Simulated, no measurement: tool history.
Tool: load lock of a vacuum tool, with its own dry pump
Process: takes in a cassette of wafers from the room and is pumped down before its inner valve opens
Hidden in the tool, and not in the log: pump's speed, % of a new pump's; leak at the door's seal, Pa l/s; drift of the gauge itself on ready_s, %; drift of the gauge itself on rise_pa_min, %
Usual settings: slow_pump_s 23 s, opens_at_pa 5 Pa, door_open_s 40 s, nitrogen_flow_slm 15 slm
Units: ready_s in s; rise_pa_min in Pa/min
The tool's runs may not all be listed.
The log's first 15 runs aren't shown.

run    hour  slow_pump_s  opens_at_pa  door_open_s  nitrogen_flow_slm  hours that the pump has run since its overhaul  times that the door has closed on its seal  incoming humidity of the room's air, %  ready_s  rise_pa_min
 16  4117.5           23            5           87                 15                                            2683                                        6309                                    48.1     52.8        0.190
 17  4362.5           22            9           25                  7                                            2928                                        7354                                    44.9     50.3        0.152
 18  4632.4           23            9           40                 15                                            3198                                        8505                                    43.3     50.3        0.173
 19  4884.8           23            9           40                 13                                            3450                                        9581                                    44.8     50.7        0.195
 20  5094.2           23            9           40                 13                                            3660                                       10474                                    45.5     50.5        0.210
 21  5292.4           23            8          161                 15                                            3858                                       11319                                    46.2     52.0        0.313
 22  5599.6           23            8          161                 15                                            4165                                       12629                                    45.3     51.0        0.348
 23  5961.0           32            8          161                  4                                            4526                                       14170                                    42.0     58.8        0.402
 24  6299.6           23            6          149                  6                                            4865                                       15614                                    44.6     53.1        0.446
 25  6642.9           23            6          149                  6                                            5208                                       17077                                    45.4     52.3        0.484
 26  6848.5           23            6          149                  6                                            5414                                       17954                                    41.9     53.1        0.484
 27  7310.7           23            5           49                 15                                            5876                                       19925                                    44.0     54.0        0.454
 28  7727.7           24            4           26                 11                                            6293                                       21703                                    45.9     56.7        0.499
 29  8041.3           24            5          217                  9                                            6607                                       23040                                    44.2     55.4        0.693
 30  8259.7           24            5          217                  9                                            6825                                       23971                                    46.2     55.3        0.715

3 ways to go on from here, each from the tool as it stands after run 30. What would each give?
  A  8556.2           24            6           78                  8                                            7122                                       25235                                    44.7        ?            ?
  B  8556.2           22            5          217                  6                                            7122                                       25235                                    45.6        ?            ?
  C  8556.2           38            5          230                  9                                            7122                                       25235                                    44.5        ?            ?

run  ready_s  rise_pa_min
  A     54.8        0.688
  B     53.9        0.788
  C     66.2        0.782
Without the tool's hidden state the same runs would have given:
run  ready_s  rise_pa_min
  A     51.3        0.130
  B     50.3        0.234
  C     62.9        0.221
